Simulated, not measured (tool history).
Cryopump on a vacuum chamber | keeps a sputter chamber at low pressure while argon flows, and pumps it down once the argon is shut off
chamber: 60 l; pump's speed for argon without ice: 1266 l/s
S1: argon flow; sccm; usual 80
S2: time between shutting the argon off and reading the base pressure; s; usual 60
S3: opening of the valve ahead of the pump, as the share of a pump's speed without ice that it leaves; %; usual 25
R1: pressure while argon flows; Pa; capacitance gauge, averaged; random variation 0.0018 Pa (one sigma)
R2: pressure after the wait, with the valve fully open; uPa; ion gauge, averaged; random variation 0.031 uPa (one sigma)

{"run": 1, "hour": 0.0, "S1": 80, "S2": 60, "S3": 25, "R1": 0.4289, "R2": 1.82}
{"run": 2, "hour": 10.4, "S1": 80, "S2": 60, "S3": 25, "R1": 0.4289, "R2": 1.89}
{"run": 3, "hour": 24.5, "S1": 80, "S2": 60, "S3": 25, "R1": 0.4268, "R2": 1.9}
{"run": 4, "hour": 31.1, "S1": 80, "S2": 60, "S3": 25, "R1": 0.4284, "R2": 1.94}
{"run": 5, "hour": 42.5, "S1": 80, "S2": 60, "S3": 25, "R1": 0.4285, "R2": 1.91}
{"run": 6, "hour": 51.7, "S1": 80, "S2": 60, "S3": 25, "R1": 0.4303, "R2": 1.88}
{"run": 7, "hour": 66.4, "S1": 80, "S2": 60, "S3": 25, "R1": 0.4328, "R2": 1.83}
{"run": 8, "hour": 78.7, "S1": 80, "S2": 60, "S3": 25, "R1": 0.4314, "R2": 1.89}
{"run": 9, "hour": 90.3, "S1": 94, "S2": 60, "S3": 33, "R1": 0.3847, "R2": 1.89}
{"run": 10, "hour": 106.0, "S1": 119, "S2": 60, "S3": 22, "R1": 0.7291, "R2": 1.88}
{"run": 11, "hour": 119.1, "S1": 119, "S2": 60, "S3": 22, "R1": 0.7287, "R2": 1.96}
{"run": 12, "hour": 126.9, "S1": 119, "S2": 60, "S3": 22, "R1": 0.7269, "R2": 1.91}
{"run": 13, "hour": 136.9, "S1": 80, "S2": 121, "S3": 55, "R1": 0.1964, "R2": 1.22}
{"run": 14, "hour": 151.2, "S1": 80, "S2": 121, "S3": 55, "R1": 0.1989, "R2": 1.24}
{"run": 15, "hour": 164.9, "S1": 80, "S2": 121, "S3": 55, "R1": 0.1967, "R2": 1.24}
{"run": 16, "hour": 178.9, "S1": 160, "S2": 120, "S3": 55, "R1": 0.3932, "R2": 1.29}

3 ways to go on from here, each from the tool as it stands after run 16. What would each give?
{"run": "A", "hour": 194.5, "S1": 160, "S2": 25, "S3": 58, "R1": "?", "R2": "?"}
{"run": "B", "hour": 194.5, "S1": 80, "S2": 153, "S3": 36, "R1": "?", "R2": "?"}
{"run": "C", "hour": 194.5, "S1": 150, "S2": 120, "S3": 19, "R1": "?", "R2": "?"}

run=A R1=0.3761 R2=3.9
run=B R1=0.301 R2=1.09
run=C R1=1.0626 R2=1.21
Without the tool's hidden state the same runs would have given:
run=A R1=0.3675 R2=3.6
run=B R1=0.2967 R2=0.79
run=C R1=1.0545 R2=0.9

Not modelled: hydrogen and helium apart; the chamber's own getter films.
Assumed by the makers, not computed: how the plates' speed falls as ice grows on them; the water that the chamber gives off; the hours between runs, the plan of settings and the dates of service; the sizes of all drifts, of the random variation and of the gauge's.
